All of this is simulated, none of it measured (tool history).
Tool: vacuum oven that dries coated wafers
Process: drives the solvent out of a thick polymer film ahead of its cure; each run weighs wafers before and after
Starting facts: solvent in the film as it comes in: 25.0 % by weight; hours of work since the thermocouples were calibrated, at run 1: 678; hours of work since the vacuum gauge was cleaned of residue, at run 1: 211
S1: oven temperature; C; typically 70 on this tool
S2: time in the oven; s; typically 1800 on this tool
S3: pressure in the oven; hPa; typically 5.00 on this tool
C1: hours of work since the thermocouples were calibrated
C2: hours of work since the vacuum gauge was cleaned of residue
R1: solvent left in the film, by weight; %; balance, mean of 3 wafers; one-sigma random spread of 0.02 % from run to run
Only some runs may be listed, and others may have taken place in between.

run	hour	S1	S2	S3	C1	C2	R1
1	0.0	70	1800	5.00	678	211	1.52
# hour 40.1: oven's thermocouples calibrated
2	43.1	70	1800	5.00	2	232	1.77
3	76.5	70	1800	6.68	18	248	1.91
4	111.6	70	1800	6.68	36	266	1.85
5	167.3	70	1800	6.68	64	294	1.84
6	219.8	70	1800	6.68	91	321	1.83
7	252.8	70	1800	6.68	108	338	1.84
8	286.4	70	1800	6.68	124	354	1.84
9	313.6	70	1800	6.68	138	368	1.82
10	339.3	70	1800	6.68	151	381	1.80
11	366.4	70	1800	6.68	165	395	1.82
12	415.2	70	1800	6.68	190	420	1.83
13	454.6	64	1800	6.68	209	440	3.26
14	487.7	70	1800	9.26	226	456	1.93
15	531.5	70	1800	19.79	248	478	2.47
16	571.7	70	1800	5.00	269	499	1.68
17	626.8	70	1800	5.00	297	527	1.69
18	680.8	81	1800	5.00	324	554	0.44
19	735.7	81	1800	5.00	352	582	0.45
20	789.4	81	1800	5.00	379	609	0.42
21	836.8	83	3060	12.79	403	633	0.47
22	861.0	83	3060	12.79	415	645	0.43
23	913.9	74	1800	11.18	442	672	1.26
24	947.1	67	2760	11.61	458	688	1.31
25	1000.9	68	1560	10.61	486	716	2.96
26	1048.8	70	1200	18.76	510	740	4.20
27	1077.0	78	2700	14.49	524	754	0.66
28	1117.7	70	1800	4.13	545	775	1.59
29	1151.2	67	1800	6.72	562	792	2.38
30	1193.9	67	1800	6.72	583	813	2.32
31	1232.7	70	1800	12.72	603	833	2.03
32	1267.3	60	1260	12.15	620	850	7.01
33	1291.5	60	1260	12.15	632	862	7.08
34	1324.7	56	1440	6.06	649	879	7.29
35	1356.1	56	1440	6.06	665	895	7.25
36	1381.1	83	3000	4.55	678	908	0.19
# hour 1419.2: oven's thermocouples calibrated
37	1419.2	83	3000	4.55	0	926	0.22

Entry by entry between the runs, the difference in hidden state between the last listed run before and the first listed run after:
Logged between run 1 and run 2: oven's thermocouples calibrated (hour 40.1)
  true wafer temperature over the reading, C: 1.26 -> -0.11; true pressure over the reading, kPa: 0.028 -> 0.032
  measured minus no-state result, R1: -0.22 -> +0.04 %
Logged between run 36 and run 37: oven's thermocouples calibrated (hour 1419.2)
  true wafer temperature over the reading, C: 1.27 -> 0.37; true pressure over the reading, kPa: 0.162 -> 0.165
  measured minus no-state result, R1: +0.04 -> +0.05 %
